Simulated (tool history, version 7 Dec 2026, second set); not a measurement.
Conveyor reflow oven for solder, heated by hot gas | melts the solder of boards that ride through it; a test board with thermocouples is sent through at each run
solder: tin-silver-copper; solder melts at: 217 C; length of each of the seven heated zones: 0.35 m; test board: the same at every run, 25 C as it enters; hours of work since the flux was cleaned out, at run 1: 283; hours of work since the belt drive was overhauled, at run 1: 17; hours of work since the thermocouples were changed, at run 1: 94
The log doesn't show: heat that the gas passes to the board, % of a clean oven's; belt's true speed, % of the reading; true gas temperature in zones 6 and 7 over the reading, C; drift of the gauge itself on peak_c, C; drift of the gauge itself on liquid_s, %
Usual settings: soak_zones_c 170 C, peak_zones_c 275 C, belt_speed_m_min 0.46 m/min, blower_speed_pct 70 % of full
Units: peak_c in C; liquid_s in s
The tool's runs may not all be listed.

run	hour	soak_zones_c	peak_zones_c	belt_speed_m_min	blower_speed_pct	hours of work since the flux was cleaned out	hours of work since the belt drive was overhauled	hours of work since the thermocouples were changed	peak_c	liquid_s
1	0	170	275	0.46	70	283	17	94	259.9	72.9
2	13.9	170	275	0.46	70	289	23	101	260	72.7
3	27.6	170	275	0.46	70	296	30	107	259.7	73.2
4	42	170	275	0.46	70	302	36	114	259.8	72.7
5	58.8	170	275	0.46	70	310	44	122	259.8	72.8
6	69.9	170	275	0.46	70	315	49	127	259.7	72.6
7	86.6	170	275	0.46	70	323	57	135	259.3	72.9
8	98	170	275	0.46	70	329	63	140	259.6	72.6
9	111.3	170	275	0.46	70	335	69	147	259.3	72.5
10	129.1	170	275	0.46	70	343	77	155	259.2	72.8
11	138.8	170	275	0.46	70	348	82	160	259	72.6
12	151.7	170	275	0.46	70	354	88	166	259.5	72.3
13	162.7	170	275	0.46	70	359	93	171	259.6	72.4
14	173.1	170	275	0.46	70	364	98	176	259.2	72.2
15	185.9	170	275	0.464	70	370	104	182	258.6	71.5
16	197.9	170	275	0.523	88	376	109	187	259.1	63.4
17	208.1	170	275	0.523	67	380	114	192	254	58.7
18	224.5	170	288	0.481	53	388	122	200	263.7	71.1
19	236.6	170	286	0.481	53	394	128	206	262.1	69.8
20	251.8	170	286	0.481	53	401	135	213	262	69.9
21	265.8	172	267	0.481	53	407	141	219	246	57.4
22	279.4	172	267	0.481	53	414	148	226	245.8	57.2
23	287	172	267	0.481	53	417	151	229	246.2	57
24	295.8	172	267	0.481	53	422	155	233	245.9	57
25	309.8	172	267	0.481	53	428	162	240	245.9	57
26	322.1	172	267	0.481	53	434	168	246	246	57.1
27	336	181	267	0.481	81	440	174	252	254.3	70.3
28	346.5	181	267	0.481	81	445	179	257	254.4	70.3
29	363.7	181	267	0.481	81	454	187	265	254.6	70.4
# hour 376.8: flux residue cleaned out of gas plates and filters
30	383.8	181	267	0.481	81	3	194	272	257.8	73.2

How the hidden state differs across the entries between the runs, from the last listed run before each to the first after it:
Between runs 29 and 30: flux residue cleaned out of gas plates and filters (hour 376.8)
  heat that the gas passes to the board, % of a clean oven's: 84.1 -> 99.1; belt's true speed, % of the reading: 99.93 -> 99.92; true gas temperature in zones 6 and 7 over the reading, C: -0.08 -> -0.07
  measured less the result without the state, peak_c: -3.4 -> -0.3 C; liquid_s: -3.2 -> -0.1 s

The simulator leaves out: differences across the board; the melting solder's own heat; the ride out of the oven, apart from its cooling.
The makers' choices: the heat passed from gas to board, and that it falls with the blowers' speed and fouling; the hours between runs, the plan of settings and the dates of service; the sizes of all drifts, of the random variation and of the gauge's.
